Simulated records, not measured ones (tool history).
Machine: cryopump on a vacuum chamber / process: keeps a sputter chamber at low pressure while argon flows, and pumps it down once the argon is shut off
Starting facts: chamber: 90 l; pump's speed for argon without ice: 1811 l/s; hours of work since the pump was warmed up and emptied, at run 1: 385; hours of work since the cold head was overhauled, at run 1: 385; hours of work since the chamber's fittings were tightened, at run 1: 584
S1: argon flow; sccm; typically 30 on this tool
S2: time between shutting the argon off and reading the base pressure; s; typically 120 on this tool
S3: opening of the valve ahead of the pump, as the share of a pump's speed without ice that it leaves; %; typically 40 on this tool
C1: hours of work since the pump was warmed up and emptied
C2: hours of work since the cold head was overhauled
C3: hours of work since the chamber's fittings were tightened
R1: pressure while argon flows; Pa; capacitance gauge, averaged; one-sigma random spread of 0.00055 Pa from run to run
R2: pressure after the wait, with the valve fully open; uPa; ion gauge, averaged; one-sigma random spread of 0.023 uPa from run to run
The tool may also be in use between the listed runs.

run,hour,S1,S2,S3,C1,C2,C3,R1,R2
1,0.0,30,120,40,385,385,584,0.0727,1.18
2,15.0,30,120,40,394,394,592,0.0744,1.16
3,34.4,30,120,40,405,405,603,0.0740,1.24
4,48.9,30,120,40,413,413,612,0.0729,1.27
5,73.3,30,120,40,427,427,625,0.0739,1.26
6,96.8,30,120,40,440,440,639,0.0739,1.30
7,120.6,30,120,40,454,454,652,0.0743,1.24
8,143.7,30,71,40,467,467,665,0.0749,1.72
9,154.5,30,71,40,473,473,671,0.0751,1.66
10,175.9,30,36,40,485,485,683,0.0749,2.60
11,189.4,30,36,40,492,492,691,0.0748,2.68
12,204.7,20,71,32,501,501,700,0.0609,1.71
# hour 226.5: pump warmed up, emptied and cooled again
13,235.7,20,71,32,5,516,714,0.0584,1.62
14,255.5,46,44,40,16,527,725,0.1074,2.26
15,279.6,46,44,40,30,540,739,0.1070,2.30
16,304.2,30,118,16,44,554,753,0.1769,1.29
17,323.9,21,81,16,55,566,764,0.1243,1.59
18,341.3,21,81,16,65,575,774,0.1225,1.62

Forecast each of these 3 alternatives for the next run:
A,359.8,30,32,43,75,586,784,?,?
B,359.8,25,54,46,75,586,784,?,?
C,359.8,53,120,24,75,586,784,?,?

run,R1,R2
A,0.0667,2.89
B,0.0514,1.98
C,0.2065,1.33
Take away the tool's hidden state, keep each run's random variation, and the runs would have read:
run,R1,R2
A,0.0659,2.38
B,0.0507,1.45
C,0.2050,0.79
